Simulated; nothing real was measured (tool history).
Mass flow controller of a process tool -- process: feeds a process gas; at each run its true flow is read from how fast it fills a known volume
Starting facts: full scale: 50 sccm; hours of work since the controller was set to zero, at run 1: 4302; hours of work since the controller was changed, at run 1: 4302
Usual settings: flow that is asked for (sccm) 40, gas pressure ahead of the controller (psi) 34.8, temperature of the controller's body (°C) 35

run      day  flow that is asked for (sccm)  gas pressure ahead of the controller (psi)  temperature of the controller's body (°C)  hours of work since the controller was set to zero  hours of work since the controller was changed  true flow (%)
  1        0                             40                                        34.8                                         35                                                4302                                            4302          98.55
  2    7.908                             40                                        34.8                                         35                                                4387                                            4387           98.6
  3   15.679                             40                                        34.8                                         35                                                4470                                            4470          98.57
  4   24.429                             40                                        34.8                                         35                                                4565                                            4565          98.66
  5   31.462                             25                                        34.8                                         35                                                4640                                            4640          97.87
  6   36.838                             25                                        34.8                                         35                                                4698                                            4698          98.05
  7   48.946                             25                                        34.8                                         35                                                4828                                            4828          97.97
  8   61.717                             25                                        34.8                                         35                                                4966                                            4966          98.16
      68.362  -- controller's zero set anew
  9   68.362                             40                                        30.6                                         35                                                   0                                            5037          98.92
 10   73.496                             40                                        25.7                                         35                                                  55                                            5092          99.22
 11   81.838                             40                                        25.7                                         35                                                 145                                            5182          99.21
 12   94.529                             40                                        34.8                                         25                                                 281                                            5318          99.85
 13  105.179                             40                                        34.8                                         36                                                 396                                            5433          98.86
 14  117.933                             40                                        34.8                                         36                                                 533                                            5570          99.07
 15  127.129                             42                                        34.8                                         36                                                 632                                            5669          99.04
 16  133.454                             32                                        31.2                                         20                                                 700                                            5737         100.28
 17  142.683                              5                                        32.8                                         25                                                 799                                            5836          98.57

Predict the results of run 18:
 18  154.071                             37                                        34.8                                         20                                                 922                                            5959              ?

{"run 18": {"true flow (%)": 100.28}}
Minus the tool's unlogged condition, the same run would have read true flow (%) 99.62.
